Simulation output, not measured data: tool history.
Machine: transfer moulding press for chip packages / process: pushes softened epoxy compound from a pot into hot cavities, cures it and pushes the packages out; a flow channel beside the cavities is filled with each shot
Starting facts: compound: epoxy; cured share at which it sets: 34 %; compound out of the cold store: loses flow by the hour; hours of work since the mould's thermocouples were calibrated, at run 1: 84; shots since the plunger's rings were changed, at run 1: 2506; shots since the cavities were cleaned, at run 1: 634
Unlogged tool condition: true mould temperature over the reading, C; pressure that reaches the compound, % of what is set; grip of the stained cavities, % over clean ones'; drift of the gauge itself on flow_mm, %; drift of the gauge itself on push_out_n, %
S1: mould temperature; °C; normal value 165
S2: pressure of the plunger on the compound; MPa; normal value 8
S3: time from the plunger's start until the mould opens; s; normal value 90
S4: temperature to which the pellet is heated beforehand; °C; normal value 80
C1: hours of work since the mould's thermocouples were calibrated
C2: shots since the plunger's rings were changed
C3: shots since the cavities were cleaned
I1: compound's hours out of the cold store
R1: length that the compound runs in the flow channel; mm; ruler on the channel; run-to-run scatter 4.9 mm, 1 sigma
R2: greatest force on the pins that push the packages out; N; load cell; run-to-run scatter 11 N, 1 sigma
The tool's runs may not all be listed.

{"run": 1, "hour": 0.0, "S1": 165, "S2": 8, "S3": 90, "S4": 80, "C1": 84, "C2": 2506, "C3": 634, "I1": 13.1, "R1": 663, "R2": 757}
{"hour": 5.8, "done": "cavities cleaned with cleaning compound and waxed"}
{"run": 2, "hour": 24.4, "S1": 165, "S2": 8, "S3": 90, "S4": 80, "C1": 100, "C2": 2797, "C3": 236, "I1": 16.4, "R1": 657, "R2": 654}
{"hour": 62.9, "done": "cavities cleaned with cleaning compound and waxed"}
{"run": 3, "hour": 70.9, "S1": 165, "S2": 8, "S3": 90, "S4": 80, "C1": 133, "C2": 3368, "C3": 101, "I1": 31.1, "R1": 630, "R2": 560}
{"hour": 113.4, "done": "plunger's sealing rings changed"}
{"run": 4, "hour": 114.0, "S1": 165, "S2": 6.61, "S3": 90, "S4": 80, "C1": 162, "C2": 7, "C3": 616, "I1": 36.6, "R1": 594, "R2": 743}
{"hour": 123.8, "done": "cavities cleaned with cleaning compound and waxed"}
{"run": 5, "hour": 156.6, "S1": 165, "S2": 6.61, "S3": 90, "S4": 80, "C1": 191, "C2": 529, "C3": 417, "I1": 38.1, "R1": 586, "R2": 677}
{"hour": 183.2, "done": "cavities cleaned with cleaning compound and waxed"}
{"run": 6, "hour": 193.0, "S1": 165, "S2": 8, "S3": 97, "S4": 80, "C1": 216, "C2": 972, "C3": 125, "I1": 12.3, "R1": 676, "R2": 530}
{"run": 7, "hour": 223.8, "S1": 165, "S2": 8, "S3": 97, "S4": 80, "C1": 238, "C2": 1362, "C3": 515, "I1": 16.5, "R1": 670, "R2": 650}
{"hour": 228.8, "done": "mould's thermocouples calibrated"}
{"hour": 241.5, "done": "cavities cleaned with cleaning compound and waxed"}
{"run": 8, "hour": 271.5, "S1": 165, "S2": 8, "S3": 97, "S4": 80, "C1": 30, "C2": 1924, "C3": 381, "I1": 17.9, "R1": 658, "R2": 636}
{"hour": 299.0, "done": "cavities cleaned with cleaning compound and waxed"}
{"run": 9, "hour": 326.1, "S1": 165, "S2": 7.93, "S3": 97, "S4": 80, "C1": 68, "C2": 2598, "C3": 345, "I1": 39.1, "R1": 625, "R2": 617}
{"run": 10, "hour": 349.2, "S1": 165, "S2": 8, "S3": 90, "S4": 81, "C1": 84, "C2": 2890, "C3": 637, "I1": 37.6, "R1": 622, "R2": 719}
{"hour": 354.5, "done": "cavities cleaned with cleaning compound and waxed"}
{"run": 11, "hour": 372.9, "S1": 165, "S2": 8, "S3": 90, "S4": 81, "C1": 100, "C2": 3172, "C3": 234, "I1": 31.3, "R1": 637, "R2": 637}
{"hour": 413.1, "done": "cavities cleaned with cleaning compound and waxed"}
{"run": 12, "hour": 419.4, "S1": 165, "S2": 8, "S3": 90, "S4": 81, "C1": 132, "C2": 3743, "C3": 79, "I1": 41.1, "R1": 617, "R2": 541}
{"hour": 434.6, "done": "plunger's sealing rings changed"}
{"run": 13, "hour": 449.7, "S1": 165, "S2": 8, "S3": 90, "S4": 80, "C1": 152, "C2": 191, "C3": 432, "I1": 12.3, "R1": 688, "R2": 680}
{"hour": 473.6, "done": "mould's thermocouples calibrated, once more"}
{"hour": 475.1, "done": "cavities cleaned with cleaning compound and waxed"}
{"run": 14, "hour": 490.3, "S1": 165, "S2": 8, "S3": 119, "S4": 80, "C1": 11, "C2": 662, "C3": 194, "I1": 10.4, "R1": 688, "R2": 546}
{"run": 15, "hour": 516.8, "S1": 165, "S2": 6.22, "S3": 90, "S4": 80, "C1": 30, "C2": 998, "C3": 530, "I1": 34.8, "R1": 564, "R2": 720}
{"hour": 530.9, "done": "cavities cleaned with cleaning compound and waxed"}
{"run": 16, "hour": 562.9, "S1": 165, "S2": 6.22, "S3": 94, "S4": 76, "C1": 62, "C2": 1565, "C3": 408, "I1": 30.6, "R1": 570, "R2": 662}
{"hour": 589.4, "done": "cavities cleaned with cleaning compound and waxed"}
{"run": 17, "hour": 605.8, "S1": 165, "S2": 6.22, "S3": 94, "S4": 76, "C1": 92, "C2": 2089, "C3": 207, "I1": 34.1, "R1": 563, "R2": 602}
{"hour": 646.5, "done": "cavities cleaned with cleaning compound and waxed"}
{"run": 18, "hour": 649.2, "S1": 165, "S2": 6.22, "S3": 94, "S4": 76, "C1": 122, "C2": 2622, "C3": 35, "I1": 30.9, "R1": 568, "R2": 488}
{"run": 19, "hour": 692.8, "S1": 160, "S2": 8, "S3": 90, "S4": 80, "C1": 153, "C2": 3175, "C3": 588, "I1": 38.8, "R1": 634, "R2": 945}
{"hour": 703.8, "done": "cavities cleaned with cleaning compound and waxed"}
{"run": 20, "hour": 736.7, "S1": 160, "S2": 8, "S3": 90, "S4": 80, "C1": 183, "C2": 3712, "C3": 417, "I1": 8.5, "R1": 673, "R2": 892}
{"hour": 753.5, "done": "plunger's sealing rings changed"}
{"hour": 761.8, "done": "cavities cleaned with cleaning compound and waxed"}
{"run": 21, "hour": 764.1, "S1": 161, "S2": 6.94, "S3": 70, "S4": 70, "C1": 200, "C2": 116, "C3": 30, "I1": 36.8, "R1": 611, "R2": 1134}
{"run": 22, "hour": 797.5, "S1": 167, "S2": 8.93, "S3": 85, "S4": 85, "C1": 224, "C2": 540, "C3": 454, "I1": 42.9, "R1": 664, "R2": 688}
{"hour": 819.9, "done": "cavities cleaned with cleaning compound and waxed"}
{"run": 23, "hour": 832.7, "S1": 161, "S2": 6.47, "S3": 71, "S4": 82, "C1": 248, "C2": 966, "C3": 161, "I1": 28.7, "R1": 588, "R2": 1149}
{"run": 24, "hour": 865.7, "S1": 167, "S2": 6.18, "S3": 71, "S4": 77, "C1": 272, "C2": 1386, "C3": 581, "I1": 35.2, "R1": 555, "R2": 1054}
{"hour": 875.3, "done": "cavities cleaned with cleaning compound and waxed"}
{"run": 25, "hour": 892.5, "S1": 167, "S2": 6.18, "S3": 71, "S4": 77, "C1": 290, "C2": 1707, "C3": 218, "I1": 39.5, "R1": 554, "R2": 820}
{"hour": 930.8, "done": "cavities cleaned with cleaning compound and waxed"}
{"run": 26, "hour": 930.8, "S1": 167, "S2": 6.18, "S3": 71, "S4": 77, "C1": 316, "C2": 2174, "C3": 0, "I1": 18.4, "R1": 573, "R2": 707}

Consider 4 possible next runs. They are alternatives, not a sequence: every one starts from the tool as it was left by run 26. What does each give?
{"run": "A", "hour": 958.2, "S1": 166, "S2": 8.15, "S3": 122, "S4": 77, "C1": 336, "C2": 2522, "C3": 348, "I1": 45.5, "R1": "?", "R2": "?"}
{"run": "B", "hour": 958.2, "S1": 165, "S2": 8, "S3": 90, "S4": 87, "C1": 336, "C2": 2522, "C3": 348, "I1": 42.5, "R1": "?", "R2": "?"}
{"run": "C", "hour": 958.2, "S1": 160, "S2": 6.18, "S3": 94, "S4": 77, "C1": 336, "C2": 2522, "C3": 348, "I1": 11.6, "R1": "?", "R2": "?"}
{"run": "D", "hour": 958.2, "S1": 167, "S2": 8.24, "S3": 127, "S4": 79, "C1": 336, "C2": 2522, "C3": 348, "I1": 26.1, "R1": "?", "R2": "?"}

run=A R1=613 R2=567
run=B R1=616 R2=658
run=C R1=600 R2=785
run=D R1=654 R2=582
With the hidden condition removed and each run's random variation left untouched, the same runs would have given:
run=A R1=633 R2=420
run=B R1=636 R2=493
run=C R1=619 R2=596
run=D R1=675 R2=428

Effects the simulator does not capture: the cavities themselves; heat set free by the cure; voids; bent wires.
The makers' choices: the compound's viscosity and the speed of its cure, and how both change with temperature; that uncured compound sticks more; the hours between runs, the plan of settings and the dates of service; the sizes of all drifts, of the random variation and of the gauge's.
